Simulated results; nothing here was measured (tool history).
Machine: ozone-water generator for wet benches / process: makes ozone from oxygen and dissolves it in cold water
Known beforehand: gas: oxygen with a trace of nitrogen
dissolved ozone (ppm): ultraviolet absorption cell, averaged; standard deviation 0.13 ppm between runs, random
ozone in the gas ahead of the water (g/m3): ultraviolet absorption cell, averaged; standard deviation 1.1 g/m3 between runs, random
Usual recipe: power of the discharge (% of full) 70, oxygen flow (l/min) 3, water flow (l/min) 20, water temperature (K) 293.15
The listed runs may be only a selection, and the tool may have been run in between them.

run   hour  power of the discharge (% of full)  oxygen flow (l/min)  water flow (l/min)  water temperature (K)  dissolved ozone (ppm)  ozone in the gas ahead of the water (g/m3)
  1      0                                  70                    3                  20                 293.15                   14.4                                       202.9
  2   33.6                                  70                 3.38                  20                 293.15                   14.8                                       194.8
  3   64.9                                  70                 3.38                  20                 293.15                   14.6                                       193.9
  4   96.1                                  70                 3.38                  20                 293.15                   14.7                                       195.4
  5    125                                  70                    3                  20                 293.15                   14.2                                       206.2
  6  156.7                                  70                    3                  20                 293.15                   14.1                                       206.2
  7  180.1                                  70                    3                  17                 293.15                   16.5                                       207.1
  8  209.7                                  70                    3                  18                 293.15                   15.6                                       204.5
  9  246.8                                  70                    3                  18                 293.15                   15.5                                       206.3
 10  276.1                                  70                    3                  18                 294.15                   15.5                                       204.2
 11  306.5                                  70                  5.1                  20                 293.15                     16                                       169.9
 12  325.8                                  70                    3                  20                 293.15                   14.4                                       208.3
 13  356.9                                  70                    3                  20                 293.15                   14.4                                       207.7
 14  372.5                                  70                 1.71                  28                 293.15                    8.3                                       257.6
     387.6  -- gauge calibrated
 15    410                                  49                 2.22                  15                 293.15                   12.7                                       169.4
 16    442                                  79                 4.24                  28                 293.15                     13                                       196.2
 17  464.1                                  89                 4.24                  13                 293.15                   25.7                                       215.7
 18  489.2                                  70                 2.23                  20                 293.15                     13                                       231.5
 19  517.4                                  70                    3                  20                 294.15                   14.2                                       206.6
 20  533.9                                  70                    3                  20                 294.15                     14                                       204.7
 21    562                                  70                    3                  20                 294.15                   14.2                                       205.8
     570.8  -- water thermometer calibrated
 22  590.8                                  70                    3                  20                 294.15                   14.2                                       205.8
 23  617.9                                  48                    3                  20                 299.15                    9.9                                         152
 24  633.4                                  48                    3                  20                 299.15                    9.9                                       153.3
 25  656.3                                  48                    3                  20                 299.15                    9.9                                       152.8
 26  674.7                                  48                    3                  20                 299.15                    9.7                                       153.3

3 options for the next run, each taken on its own from the tool as it stands now. Forecast them:
  A  701.7                                  61                 2.98                  20                 293.15                      ?                                           ?
  B  701.7                                  70                 4.23                  29                 290.15                      ?                                           ?
  C  701.7                                  50                 4.25                  25                 299.15                      ?                                           ?

run  dissolved ozone (ppm)  ozone in the gas ahead of the water (g/m3)
  A                   12.8                                       184.5
  B                   11.8                                       182.7
  C                    9.3                                       139.7
Without the tool's unlogged condition, the same runs would have read:
run  dissolved ozone (ppm)  ozone in the gas ahead of the water (g/m3)
  A                   12.8                                       180.4
  B                   11.8                                       178.6
  C                    9.3                                       136.5
